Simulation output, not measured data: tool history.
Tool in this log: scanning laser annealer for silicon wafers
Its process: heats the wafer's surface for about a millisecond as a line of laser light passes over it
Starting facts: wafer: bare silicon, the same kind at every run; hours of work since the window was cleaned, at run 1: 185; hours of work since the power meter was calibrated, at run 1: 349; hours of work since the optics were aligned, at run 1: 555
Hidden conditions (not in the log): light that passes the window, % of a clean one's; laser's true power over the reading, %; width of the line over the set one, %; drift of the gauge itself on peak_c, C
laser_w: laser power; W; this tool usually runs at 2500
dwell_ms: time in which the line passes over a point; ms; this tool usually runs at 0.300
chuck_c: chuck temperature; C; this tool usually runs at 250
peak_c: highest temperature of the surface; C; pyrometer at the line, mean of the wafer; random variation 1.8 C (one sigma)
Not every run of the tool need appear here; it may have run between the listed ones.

| run | day | laser_w | dwell_ms | chuck_c | hours of work since the window was cleaned | hours of work since the power meter was calibrated | hours of work since the optics were aligned | peak_c |
|---|---|---|---|---|---|---|---|---|
| 1 | 0.000 | 2500 | 0.300 | 250 | 185 | 349 | 555 | 1045 |
| 2 | 0.692 | 2475 | 0.300 | 250 | 193 | 356 | 563 | 1033 |
| 3 | 1.871 | 2475 | 0.300 | 250 | 206 | 369 | 576 | 1039 |
| 4 | 2.596 | 2500 | 0.222 | 250 | 214 | 377 | 584 | 931 |
| 5 | 3.746 | 2500 | 0.222 | 250 | 227 | 390 | 596 | 933 |
| 6 | 5.042 | 2500 | 0.300 | 250 | 241 | 404 | 611 | 1040 |
|  | 5.317 | optics aligned, line set to its width |
| 7 | 6.479 | 2500 | 0.300 | 250 | 255 | 418 | 13 | 1036 |
| 8 | 7.788 | 2500 | 0.239 | 250 | 269 | 432 | 27 | 957 |
| 9 | 9.188 | 2500 | 0.239 | 250 | 285 | 448 | 43 | 953 |
| 10 | 9.933 | 2500 | 0.239 | 250 | 293 | 456 | 51 | 948 |
| 11 | 11.267 | 2500 | 0.330 | 250 | 308 | 471 | 66 | 1068 |
|  | 12.258 | optics aligned, line set to its width, once more |
| 12 | 12.858 | 2527 | 0.343 | 290 | 323 | 486 | 7 | 1157 |
| 13 | 14.150 | 2527 | 0.343 | 290 | 337 | 500 | 21 | 1154 |
| 14 | 15.138 | 2424 | 0.210 | 222 | 348 | 511 | 32 | 870 |
| 15 | 15.879 | 2453 | 0.348 | 279 | 356 | 519 | 40 | 1123 |
| 16 | 17.054 | 2453 | 0.348 | 279 | 369 | 532 | 53 | 1122 |
| 17 | 17.867 | 2461 | 0.258 | 243 | 378 | 541 | 62 | 971 |
| 18 | 19.067 | 2461 | 0.258 | 243 | 392 | 555 | 75 | 971 |
| 19 | 20.425 | 2461 | 0.272 | 243 | 406 | 570 | 90 | 990 |
| 20 | 21.412 | 2592 | 0.238 | 236 | 417 | 581 | 101 | 976 |

What would each run have given without the hidden state, its run-to-run variation left as it was?
| run | peak_c |
|---|---|
| 1 | 1071 |
| 2 | 1059 |
| 3 | 1065 |
| 4 | 955 |
| 5 | 957 |
| 6 | 1069 |
| 7 | 1070 |
| 8 | 988 |
| 9 | 985 |
| 10 | 980 |
| 11 | 1106 |
| 12 | 1177 |
| 13 | 1175 |
| 14 | 886 |
| 15 | 1144 |
| 16 | 1145 |
| 17 | 991 |
| 18 | 991 |
| 19 | 1012 |
| 20 | 998 |

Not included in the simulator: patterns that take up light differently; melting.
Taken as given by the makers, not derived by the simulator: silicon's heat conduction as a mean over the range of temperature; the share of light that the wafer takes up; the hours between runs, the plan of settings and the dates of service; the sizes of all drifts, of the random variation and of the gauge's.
